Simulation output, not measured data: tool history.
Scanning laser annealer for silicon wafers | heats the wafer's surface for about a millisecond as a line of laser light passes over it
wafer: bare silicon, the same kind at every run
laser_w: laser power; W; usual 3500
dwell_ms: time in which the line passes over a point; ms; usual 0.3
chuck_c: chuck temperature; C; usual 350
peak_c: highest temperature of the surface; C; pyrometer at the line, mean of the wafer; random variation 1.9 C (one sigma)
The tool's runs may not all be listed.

run   hour  laser_w  dwell_ms  chuck_c  peak_c
  1      0     3500       0.3      350    1072
  2   18.9     3500     0.221      350     951
  3   30.7     3500     0.221      350     953
  4   55.9     3500       0.3      350    1068
  5   71.7     3041       0.3      350     976
  6   84.8     3500     0.263      350    1016
  7  104.7     3500       0.3      350    1068
  8  124.6     3500       0.3      350    1067
  9    151     3773       0.3      350    1120
 10  173.2     3773       0.3      371    1140
 11  198.5     3773       0.3      366    1133
     201.9  -- window over the wafer cleaned
     224.7  -- optics aligned, line set to its width
 12  224.7     3151     0.233      379     933
 13    251     3151     0.233      379     936

The next listed run, before its measurement:
 14  275.4     3500       0.3      317       ?

Run 14 gave peak_c 1037 C.
Without the tool's hidden state the same run would have given peak_c 1072 C.
